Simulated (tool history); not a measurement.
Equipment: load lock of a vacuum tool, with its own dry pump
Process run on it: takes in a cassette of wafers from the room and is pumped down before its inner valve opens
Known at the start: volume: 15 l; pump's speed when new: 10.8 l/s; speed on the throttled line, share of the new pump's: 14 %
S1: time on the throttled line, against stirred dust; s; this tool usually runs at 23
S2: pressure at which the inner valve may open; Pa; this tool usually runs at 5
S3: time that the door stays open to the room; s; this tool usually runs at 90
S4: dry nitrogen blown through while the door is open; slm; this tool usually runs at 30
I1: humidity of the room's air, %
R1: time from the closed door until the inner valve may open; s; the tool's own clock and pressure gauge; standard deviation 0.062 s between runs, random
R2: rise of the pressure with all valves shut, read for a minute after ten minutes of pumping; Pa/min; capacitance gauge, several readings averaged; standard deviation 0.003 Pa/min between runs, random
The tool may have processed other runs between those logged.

run	hour	S1	S2	S3	S4	I1	R1	R2
1	0.0	23	5	90	30	46.8	33.88	0.305
2	636.3	23	9	90	30	46.7	33.12	0.325
3	1115.7	28	9	90	30	47.0	37.45	0.341
4	1668.6	23	5	90	30	44.0	34.13	0.348
5	2174.7	23	5	90	30	44.3	34.04	0.354
6	2508.1	23	5	90	30	46.3	34.13	0.369
7	3087.0	23	5	90	30	43.8	34.16	0.372
8	3353.6	23	5	52	30	43.6	34.17	0.367
9	3842.6	23	5	169	30	47.6	34.34	0.425
10	4307.7	23	5	169	30	45.5	34.37	0.425
11	4891.6	23	5	90	30	46.8	34.37	0.427
12	5512.6	23	5	90	36	42.8	34.56	0.429
13	5979.5	23	5	90	36	45.6	34.61	0.458
14	6474.2	23	5	90	36	46.7	34.57	0.469
15	6973.0	26	5	90	36	43.9	37.34	0.483
16	7560.4	26	5	90	36	43.9	37.19	0.493
17	7910.0	26	5	90	36	47.1	37.39	0.501
18	8442.7	23	5	177	30	49.1	34.89	0.554
19	8830.0	19	4	57	8	44.0	31.97	0.539
20	9142.5	34	7	90	30	44.8	43.68	0.548
21	9759.4	14	5	149	12	46.2	27.33	0.595
# hour 9854.2: door's seal changed, seat wiped
22	10084.7	14	5	149	12	46.0	27.35	0.078
23	10361.6	14	7	126	24	44.1	26.99	0.058
24	10680.8	23	7	76	4	42.4	34.41	0.062
# hour 11243.7: dry pump taken out, an overhauled one fitted
25	11274.9	23	4	90	6	44.1	34.38	0.070
26	11650.9	23	7	90	30	45.2	33.54	0.054
27	12214.6	23	4	69	30	46.5	34.54	0.054
28	12717.0	23	4	69	30	42.8	34.48	0.051
29	13263.0	25	6	69	30	45.7	35.60	0.057
30	13871.5	25	6	69	30	47.3	35.71	0.060
31	14426.8	40	8	58	41	46.9	48.27	0.054
32	15023.7	22	6	90	9	43.7	33.25	0.095
33	15461.6	40	7	90	9	44.5	48.51	0.102
34	15865.6	17	5	90	20	44.7	29.38	0.091

Branching from run 34: 3 alternative next runs. What would each branch give?
A	16271.9	29	5	90	20	43.7	?	?
B	16271.9	22	9	90	9	41.6	?	?
C	16271.9	23	9	141	4	47.4	?	?

run	R1	R2
A	39.79	0.092
B	32.79	0.110
C	33.61	0.149
What these runs would have given with no unlogged condition in the tool:
run	R1	R2
A	39.01	0.041
B	32.00	0.058
C	32.83	0.098

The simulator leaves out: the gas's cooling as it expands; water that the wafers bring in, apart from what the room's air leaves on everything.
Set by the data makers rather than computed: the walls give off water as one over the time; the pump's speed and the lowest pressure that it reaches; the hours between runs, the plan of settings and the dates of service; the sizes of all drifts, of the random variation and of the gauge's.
